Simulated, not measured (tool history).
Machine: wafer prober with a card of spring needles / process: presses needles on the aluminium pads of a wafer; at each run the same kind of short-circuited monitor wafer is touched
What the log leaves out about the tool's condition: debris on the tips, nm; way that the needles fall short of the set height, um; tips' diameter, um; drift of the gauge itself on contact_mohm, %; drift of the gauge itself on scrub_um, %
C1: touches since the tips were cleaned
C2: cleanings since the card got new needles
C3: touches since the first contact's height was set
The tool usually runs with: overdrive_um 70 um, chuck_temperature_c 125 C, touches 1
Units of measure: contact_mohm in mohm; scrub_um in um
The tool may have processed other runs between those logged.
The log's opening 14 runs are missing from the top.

At hour 203.8: tips cleaned on abrasive film.
At hour 204.1: height of the first contact set anew.
Run 15, hour 206: usual settings but chuck_temperature_c 36 C; C1 819; C2 52; C3 819. Result: contact_mohm 260 mohm, scrub_um 12.05 um.
At hour 220.4: tips cleaned on abrasive film.
Run 16, hour 224.8: usual settings but touches 2; C1 1913; C2 53; C3 8931. Result: contact_mohm 273 mohm, scrub_um 12.01 um.
At hour 236.7: tips cleaned on abrasive film.
Run 17, hour 242.8: usual settings; C1 2674; C2 54; C3 16701. Result: contact_mohm 298 mohm, scrub_um 12.01 um.
Run 18, hour 251: usual settings; C1 6230; C2 54; C3 20257. Result: contact_mohm 304 mohm, scrub_um 12.04 um.
At hour 253.4: tips cleaned on abrasive film.
Run 19, hour 263.6: usual settings; C1 4431; C2 55; C3 25662. Result: contact_mohm 305 mohm, scrub_um 12.01 um.
At hour 270.2: tips cleaned on abrasive film.
Run 20, hour 279.5: usual settings; C1 4016; C2 56; C3 32481. Result: contact_mohm 302 mohm, scrub_um 12.02 um.
At hour 287.3: tips cleaned on abrasive film.
Run 21, hour 296.7: usual settings; C1 4079; C2 57; C3 39899. Result: contact_mohm 306 mohm, scrub_um 11.98 um.
At hour 303.6: tips cleaned on abrasive film.
Run 22, hour 309.8: usual settings but chuck_temperature_c 31 C; C1 2697; C2 58; C3 45538. Result: contact_mohm 279 mohm, scrub_um 11.97 um.
At hour 319.6: tips cleaned on abrasive film.
Run 23, hour 327.6: usual settings but overdrive_um 76 um, chuck_temperature_c 111 C; C1 3442; C2 59; C3 53217. Result: contact_mohm 290 mohm, scrub_um 13.03 um.
At hour 335.8: tips cleaned on abrasive film.
Run 24, hour 344.2: usual settings but overdrive_um 76 um, chuck_temperature_c 111 C; C1 3643; C2 60; C3 60359. Result: contact_mohm 290 mohm, scrub_um 13.02 um.
At hour 352.7: tips cleaned on abrasive film.
Run 25, hour 357: usual settings but overdrive_um 76 um, chuck_temperature_c 111 C; C1 1872; C2 61; C3 65893. Result: contact_mohm 281 mohm, scrub_um 12.99 um.
Run 26, hour 366.3: usual settings but chuck_temperature_c 47 C; C1 5891; C2 61; C3 69912. Result: contact_mohm 297 mohm, scrub_um 11.95 um.
At hour 369.4: tips cleaned on abrasive film.
Run 27, hour 377: usual settings but chuck_temperature_c 40 C; C1 3274; C2 62; C3 74489. Result: contact_mohm 278 mohm, scrub_um 11.97 um.
At hour 385.8: tips cleaned on abrasive film.
Run 28, hour 395.6: usual settings but chuck_temperature_c 40 C; C1 4249; C2 63; C3 82511. Result: contact_mohm 287 mohm, scrub_um 11.95 um.
At hour 403.1: tips cleaned on abrasive film.
Run 29, hour 414: usual settings but overdrive_um 80 um, touches 2; C1 4719; C2 64; C3 90460. Result: contact_mohm 281 mohm, scrub_um 13.63 um.
At hour 420.2: tips cleaned on abrasive film.
Run 30, hour 427.4: usual settings but overdrive_um 80 um, touches 2; C1 3095; C2 65; C3 96215. Result: contact_mohm 278 mohm, scrub_um 13.66 um.
At hour 436.5: tips cleaned on abrasive film.
Run 31, hour 445.9: usual settings but overdrive_um 80 um, touches 2; C1 4099; C2 66; C3 104209. Result: contact_mohm 279 mohm, scrub_um 13.6 um.
At hour 452.5: tips cleaned on abrasive film.
Run 32, hour 464.3: usual settings but overdrive_um 80 um, touches 2; C1 5090; C2 67; C3 112110. Result: contact_mohm 281 mohm, scrub_um 13.65 um.
At hour 468.9: tips cleaned on abrasive film.
Run 33, hour 474.4: usual settings but overdrive_um 65 um, chuck_temperature_c 60 C; C1 2398; C2 68; C3 116479. Result: contact_mohm 288 mohm, scrub_um 10.99 um.

What if the next run were any one of these 3? Each begins from the tool's condition after run 33:
At hour 484.8: tips cleaned on abrasive film.
Run A, hour 493: usual settings but overdrive_um 55 um, chuck_temperature_c 60 C; C1 3570; C2 69; C3 124495. Result: contact_mohm ?, scrub_um ?.
At hour 484.8: tips cleaned on abrasive film.
Run B, hour 493: usual settings but overdrive_um 53 um, chuck_temperature_c 60 C; C1 3570; C2 69; C3 124495. Result: contact_mohm ?, scrub_um ?.
At hour 484.8: tips cleaned on abrasive film.
Run C, hour 493: usual settings but overdrive_um 89 um, chuck_temperature_c 45 C, touches 2; C1 3570; C2 69; C3 124495. Result: contact_mohm ?, scrub_um ?.

run  contact_mohm  scrub_um
  A           313      9.31
  B           317      8.99
  C           256     15.18
Stripped of hidden state, with their random variation kept, the same runs would have yielded:
run  contact_mohm  scrub_um
  A           250      9.45
  B           250      9.13
  C           239     15.32

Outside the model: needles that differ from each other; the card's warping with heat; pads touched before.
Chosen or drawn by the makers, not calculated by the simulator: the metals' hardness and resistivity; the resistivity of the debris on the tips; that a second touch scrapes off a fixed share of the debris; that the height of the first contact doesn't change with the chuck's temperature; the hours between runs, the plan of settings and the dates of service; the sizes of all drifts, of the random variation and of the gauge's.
